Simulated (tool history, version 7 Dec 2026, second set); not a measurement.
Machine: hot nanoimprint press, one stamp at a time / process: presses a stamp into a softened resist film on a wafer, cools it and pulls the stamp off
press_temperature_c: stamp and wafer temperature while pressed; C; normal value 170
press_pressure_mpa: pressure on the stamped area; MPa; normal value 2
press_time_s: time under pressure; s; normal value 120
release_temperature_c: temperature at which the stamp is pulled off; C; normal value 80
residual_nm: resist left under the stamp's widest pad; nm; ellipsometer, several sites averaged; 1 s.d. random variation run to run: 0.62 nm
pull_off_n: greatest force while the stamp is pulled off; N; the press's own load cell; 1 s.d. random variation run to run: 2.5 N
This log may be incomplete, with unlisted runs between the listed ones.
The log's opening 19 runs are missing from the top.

run,hour,press_temperature_c,press_pressure_mpa,press_time_s,release_temperature_c,hours of work since the thermocouple was calibrated,imprints on the stamp's release coat,hours of work since the press's seals were changed,residual_nm,pull_off_n
20,515,170,1.49,108,80,431,698,628,156.7,153
# hour 542.4: plate thermocouple calibrated
21,544.4,172,1.49,63,87,1,769,644,161.6,122
22,563.9,170,2.36,120,80,13,822,656,118.6,152
23,599.1,170,2.36,120,80,35,917,678,119,161
24,632.5,170,1.57,230,80,56,1007,699,107.5,169
25,650.2,168,1.57,230,78,67,1055,710,122,183
26,673,168,1.57,230,78,81,1117,724,124.4,183
# hour 683.1: press's hydraulic seals changed and the load cell set to zero
27,709.8,164,2,120,80,99,1195,17,180.2,178
28,735.9,170,2,78,80,115,1265,33,149.2,183
29,774.1,170,2,78,80,139,1369,57,149.2,191
30,795.7,170,2,78,80,153,1427,70,151.1,202

3 options for the next run, each taken on its own from the tool as it stands now. Forecast them:
A,826.8,170,2.95,234,80,172,1511,89,?,?
B,826.8,170,2.57,103,80,172,1511,89,?,?
C,826.8,170,2,84,80,172,1511,89,?,?

run,residual_nm,pull_off_n
A,80.1,202
B,122.4,199
C,147.2,190
Had the tool no hidden state, the same runs would have come out as:
run,residual_nm,pull_off_n
A,78.7,114
B,120.5,112
C,145.2,107
